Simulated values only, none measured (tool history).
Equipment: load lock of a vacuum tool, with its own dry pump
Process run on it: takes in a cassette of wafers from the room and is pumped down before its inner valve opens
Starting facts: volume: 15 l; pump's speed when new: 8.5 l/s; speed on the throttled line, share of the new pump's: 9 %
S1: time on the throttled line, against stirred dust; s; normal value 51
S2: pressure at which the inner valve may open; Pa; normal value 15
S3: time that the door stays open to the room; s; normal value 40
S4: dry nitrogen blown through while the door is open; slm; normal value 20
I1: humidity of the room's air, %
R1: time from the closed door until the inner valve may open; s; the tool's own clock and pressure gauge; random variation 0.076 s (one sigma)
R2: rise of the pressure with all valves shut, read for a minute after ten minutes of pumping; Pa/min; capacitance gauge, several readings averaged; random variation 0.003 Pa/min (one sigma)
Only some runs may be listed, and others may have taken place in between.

run	hour	S1	S2	S3	S4	I1	R1	R2
1	0.0	51	15	40	20	43.2	62.27	0.047
2	106.6	51	15	40	20	46.2	62.33	0.051
3	191.4	51	15	40	20	42.3	62.39	0.045
4	311.9	51	15	40	20	45.5	62.43	0.054
5	451.8	51	15	40	20	42.7	62.29	0.047
6	605.4	51	15	40	20	43.0	62.31	0.047
7	758.1	51	15	40	20	47.4	62.12	0.056
8	877.8	51	15	40	20	47.5	62.43	0.056
9	989.6	51	15	40	20	46.8	62.37	0.059
10	1091.9	51	15	40	20	42.2	62.30	0.051
11	1227.9	51	15	40	11	46.0	62.29	0.064
12	1317.4	51	15	40	20	42.8	62.32	0.049
13	1464.8	51	15	40	20	46.1	62.23	0.057
14	1563.4	51	15	40	20	44.2	62.35	0.048
15	1705.0	51	15	40	20	44.3	62.37	0.044
16	1827.8	51	17	40	20	44.9	62.07	0.050
17	1972.9	51	17	40	20	41.2	62.17	0.045
18	2064.7	51	17	40	20	45.9	62.09	0.053
19	2134.6	51	17	40	20	43.0	62.21	0.050
20	2223.8	51	17	40	20	43.4	62.03	0.047
21	2305.2	51	16	40	36	45.5	62.14	0.042
22	2402.4	51	25	223	20	45.3	61.44	0.123
23	2490.0	32	11	40	20	46.2	45.56	0.052
24	2557.6	68	22	79	8	46.0	77.17	0.087
25	2628.1	68	22	79	8	44.6	77.29	0.090
26	2770.4	68	22	79	8	47.3	77.06	0.095
27	2885.2	68	22	79	8	44.6	77.05	0.084

What does the tool deliver on the next run?
28	3033.0	51	22	103	20	43.9	?	?

R1: 61.64 s
R2: 0.073 Pa/min
On a tool with no hidden condition, and with the same random variation, this run would have come out at R1 61.64 s, R2 0.073 Pa/min.

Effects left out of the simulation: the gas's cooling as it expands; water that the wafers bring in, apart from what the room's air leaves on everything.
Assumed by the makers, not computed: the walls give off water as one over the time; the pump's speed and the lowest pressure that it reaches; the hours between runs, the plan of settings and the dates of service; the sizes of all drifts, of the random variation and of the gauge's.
